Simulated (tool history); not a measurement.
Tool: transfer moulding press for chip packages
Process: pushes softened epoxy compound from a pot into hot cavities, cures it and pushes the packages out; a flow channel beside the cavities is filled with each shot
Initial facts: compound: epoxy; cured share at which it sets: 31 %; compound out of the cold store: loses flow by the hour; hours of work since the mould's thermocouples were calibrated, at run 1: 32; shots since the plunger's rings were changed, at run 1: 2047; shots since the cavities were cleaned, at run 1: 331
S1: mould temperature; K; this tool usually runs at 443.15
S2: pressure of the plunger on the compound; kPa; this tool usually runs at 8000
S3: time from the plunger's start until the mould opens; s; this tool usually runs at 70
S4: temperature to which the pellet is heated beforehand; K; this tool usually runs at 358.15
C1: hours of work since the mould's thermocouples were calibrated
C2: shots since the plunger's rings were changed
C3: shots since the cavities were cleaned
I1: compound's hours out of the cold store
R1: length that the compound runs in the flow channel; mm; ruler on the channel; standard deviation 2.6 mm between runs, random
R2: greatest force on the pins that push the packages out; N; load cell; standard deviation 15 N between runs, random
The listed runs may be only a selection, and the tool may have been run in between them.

run	day	S1	S2	S3	S4	C1	C2	C3	I1	R1	R2
1	0.000	443.15	8000	70	358.15	32	2047	331	39.0	545	880
2	0.233	443.15	8000	70	358.15	35	2126	410	25.3	590	998
3	0.429	443.15	8000	70	358.15	38	2193	477	33.7	562	1010
4	0.871	443.15	8000	70	358.15	44	2343	627	39.1	547	999
5	1.112	443.15	8000	70	358.15	48	2425	709	19.1	606	1125
# day 1.546: cavities cleaned with cleaning compound and waxed
6	1.546	443.15	8000	70	358.15	53	2552	0	18.0	610	833
7	1.900	443.15	8000	70	358.15	58	2672	120	10.5	623	936
8	2.208	443.15	8000	91	358.15	62	2777	225	9.9	623	564
9	2.533	440.15	8000	70	358.15	67	2888	336	10.3	628	1360
10	2.738	443.15	8000	70	358.15	70	2957	405	27.5	573	1006
# day 3.096: plunger's sealing rings changed
11	3.288	443.15	8000	70	358.15	76	66	557	41.4	571	1046
12	3.658	443.15	8000	92	358.15	81	192	683	44.7	559	644
13	4.012	443.15	8000	92	358.15	86	313	804	28.6	603	680
# day 4.146: cavities cleaned with cleaning compound and waxed
14	4.546	443.15	8000	70	358.15	93	472	136	35.5	577	835
15	4.962	443.15	8000	70	358.15	99	615	279	27.0	604	940
16	5.329	444.15	8000	56	350.15	104	739	403	35.2	579	1776
17	5.700	444.15	8000	56	350.15	109	865	529	39.0	564	1765
18	6.154	438.15	7580	70	358.15	116	1020	684	35.0	569	1593
19	6.367	443.15	8660	52	359.15	119	1092	756	42.8	574	2238
# day 6.642: cavities cleaned with cleaning compound and waxed
20	6.754	443.15	8000	98	358.15	123	1202	38	19.3	624	452
21	7.192	447.15	8000	70	357.15	129	1351	187	11.8	635	715
22	7.467	443.15	8000	109	358.15	133	1445	281	37.5	569	497
23	7.792	440.15	7700	108	367.15	138	1555	391	42.2	548	572
24	8.150	440.15	7700	108	367.15	143	1678	514	8.1	645	624
25	8.533	443.15	8000	68	363.15	148	1808	644	29.5	582	1176
26	8.850	443.15	8000	68	363.15	153	1916	752	46.0	536	1113
# day 9.142: cavities cleaned with cleaning compound and waxed
27	9.383	439.15	9840	102	358.15	159	2076	83	36.5	626	513
28	9.729	443.15	8460	70	352.15	164	2193	200	18.8	630	987
29	10.000	443.15	8460	70	352.15	168	2286	293	47.4	545	970
30	10.438	443.15	8000	57	359.15	174	2435	442	33.5	564	1745

Table of differences, measured result less the result of that run with no hidden state. Run-to-run variation is the same in both. Gauge scatter possibly is not:
The hidden state here: true mould temperature over the reading, C; pressure that reaches the compound, % of what is set; grip of the stained cavities, % over clean ones'; drift of the gauge itself on flow_mm, %; drift of the gauge itself on push_out_n, %.
run	R1	R2
1	-26	+194
2	-29	+250
3	-29	+276
4	-30	+309
5	-34	+363
6	-36	+34
7	-39	+126
8	-41	+109
9	-43	+331
10	-39	+266
11	-1	+320
12	-3	+207
13	-5	+234
14	-6	+121
15	-8	+209
16	-9	+467
17	-10	+524
18	-12	+523
19	-13	+750
20	-16	+20
21	-18	+116
22	-17	+101
23	-18	+139
24	-23	+176
25	-22	+377
26	-22	+378
27	-28	+53
28	-30	+192
29	-27	+227
30	-30	+491
